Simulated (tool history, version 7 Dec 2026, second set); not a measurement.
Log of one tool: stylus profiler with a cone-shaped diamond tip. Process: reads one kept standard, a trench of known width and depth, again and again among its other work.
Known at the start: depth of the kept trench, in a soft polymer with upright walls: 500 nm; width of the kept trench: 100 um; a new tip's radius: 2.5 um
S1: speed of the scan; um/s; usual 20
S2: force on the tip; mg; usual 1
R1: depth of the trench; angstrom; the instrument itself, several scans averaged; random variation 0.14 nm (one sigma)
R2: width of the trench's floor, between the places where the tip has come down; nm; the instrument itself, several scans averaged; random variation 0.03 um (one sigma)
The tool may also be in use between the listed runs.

Run 1, hour 0: usual settings. Result: R1 5031.7 angstrom, R2 96690 nm.
Run 2, hour 31.7: usual settings. Result: R1 5032.3 angstrom, R2 96690 nm.
Run 3, hour 62.6: usual settings. Result: R1 5030.5 angstrom, R2 96590 nm.
Run 4, hour 83.7: usual settings. Result: R1 5031.9 angstrom, R2 96680 nm.
Run 5, hour 125: usual settings but S1 15 um/s. Result: R1 5031.5 angstrom, R2 96720 nm.
Run 6, hour 160.5: usual settings but S1 15 um/s. Result: R1 5030.7 angstrom, R2 96680 nm.
Run 7, hour 208.6: usual settings. Result: R1 5029.9 angstrom, R2 96620 nm.
Run 8, hour 239.6: usual settings. Result: R1 5028.3 angstrom, R2 96630 nm.
Run 9, hour 276.5: usual settings. Result: R1 5028.7 angstrom, R2 96550 nm.
Run 10, hour 302.3: usual settings but S1 11 um/s, S2 2.04 mg. Result: R1 5049.5 angstrom, R2 96690 nm.
Run 11, hour 339.6: usual settings but S2 1.06 mg. Result: R1 5030.2 angstrom, R2 96580 nm.
Run 12, hour 380.5: usual settings but S1 28 um/s, S2 0.59 mg. Result: R1 5018.5 angstrom, R2 96370 nm.
Run 13, hour 403.8: usual settings but S1 28 um/s, S2 0.59 mg. Result: R1 5015.8 angstrom, R2 96370 nm.
Run 14, hour 454.5: usual settings but S1 51 um/s, S2 0.94 mg. Result: R1 5027 angstrom, R2 96180 nm.
Run 15, hour 492.2: usual settings but S1 51 um/s, S2 0.94 mg. Result: R1 5026.9 angstrom, R2 96220 nm.
Run 16, hour 537.5: usual settings but S1 9 um/s, S2 0.61 mg. Result: R1 5015.4 angstrom, R2 96510 nm.
Run 17, hour 571.7: usual settings but S1 26 um/s, S2 2.32 mg. Result: R1 5057.5 angstrom, R2 96520 nm.

Forecast each of these 4 alternatives for the next run:
Run A, hour 617.8: usual settings but S1 58 um/s, S2 1.22 mg. Result: R1 ?, R2 ?.
Run B, hour 617.8: usual settings but S1 7 um/s. Result: R1 ?, R2 ?.
Run C, hour 617.8: usual settings but S1 67 um/s, S2 1.67 mg. Result: R1 ?, R2 ?.
Run D, hour 617.8: usual settings but S2 0.45 mg. Result: R1 ?, R2 ?.

run      R1     R2
  A  5031.4  96170
  B  5026.1  96590
  C  5038.9  96200
  D  5008.4  96440
Without the tool's hidden state the same runs would have given:
run      R1     R2
  A  5044.5  96490
  B  5039.1  96900
  C    5052  96510
  D  5021.4  96750

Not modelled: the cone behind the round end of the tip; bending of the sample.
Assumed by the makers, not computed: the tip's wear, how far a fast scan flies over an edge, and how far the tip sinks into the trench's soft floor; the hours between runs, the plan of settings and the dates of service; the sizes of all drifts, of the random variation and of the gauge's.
